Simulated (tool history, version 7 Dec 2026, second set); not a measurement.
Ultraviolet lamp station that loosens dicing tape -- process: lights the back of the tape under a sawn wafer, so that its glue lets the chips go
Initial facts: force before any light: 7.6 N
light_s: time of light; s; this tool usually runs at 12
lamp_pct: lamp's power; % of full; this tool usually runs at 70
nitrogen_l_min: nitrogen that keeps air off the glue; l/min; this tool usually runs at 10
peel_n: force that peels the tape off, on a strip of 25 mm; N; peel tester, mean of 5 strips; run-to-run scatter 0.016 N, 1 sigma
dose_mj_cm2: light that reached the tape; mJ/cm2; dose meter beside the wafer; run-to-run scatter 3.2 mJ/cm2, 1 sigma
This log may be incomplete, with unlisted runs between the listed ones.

Run 1, hour 0.0: usual settings. Result: peel_n 1.564 N, dose_mj_cm2 339 mJ/cm2.
Run 2, hour 39.3: usual settings but light_s 9 s. Result: peel_n 2.385 N, dose_mj_cm2 249 mJ/cm2.
Run 3, hour 68.7: usual settings. Result: peel_n 1.703 N, dose_mj_cm2 328 mJ/cm2.
Run 4, hour 98.3: usual settings. Result: peel_n 1.663 N, dose_mj_cm2 321 mJ/cm2.
Run 5, hour 132.0: usual settings. Result: peel_n 1.748 N, dose_mj_cm2 316 mJ/cm2.
Run 6, hour 162.1: usual settings. Result: peel_n 1.747 N, dose_mj_cm2 311 mJ/cm2.
Run 7, hour 195.9: usual settings but lamp_pct 74 % of full, nitrogen_l_min 19 l/min. Result: peel_n 1.358 N, dose_mj_cm2 323 mJ/cm2.
Run 8, hour 232.6: usual settings but light_s 13 s, lamp_pct 81 % of full, nitrogen_l_min 4 l/min. Result: peel_n 1.864 N, dose_mj_cm2 377 mJ/cm2.
Run 9, hour 260.2: usual settings but light_s 13 s, lamp_pct 93 % of full, nitrogen_l_min 4 l/min. Result: peel_n 1.561 N, dose_mj_cm2 432 mJ/cm2.
Run 10, hour 282.3: usual settings but light_s 7 s, lamp_pct 93 % of full, nitrogen_l_min 6 l/min. Result: peel_n 2.922 N, dose_mj_cm2 222 mJ/cm2.

Subtracting, for every run, the result it would have given without the tool's unlogged condition from the measured result gives the following. The same run-to-run variation enters both numbers; the gauge's scatter may not:
The hidden state here: lamp's light, % of a new lamp's; light that the window lets through, % of a clean one's; drift of the gauge itself on peel_n, %; drift of the gauge itself on dose_mj_cm2, %.
run  peel_n  dose_mj_cm2
  1  +0.774         -155
  2  +1.022         -121
  3  +0.890         -166
  4  +0.887         -172
  5  +0.954         -177
  6  +0.969         -183
  7  +0.832         -197
  8  +1.062         -243
  9  +0.962         -287
 10  +1.368         -155
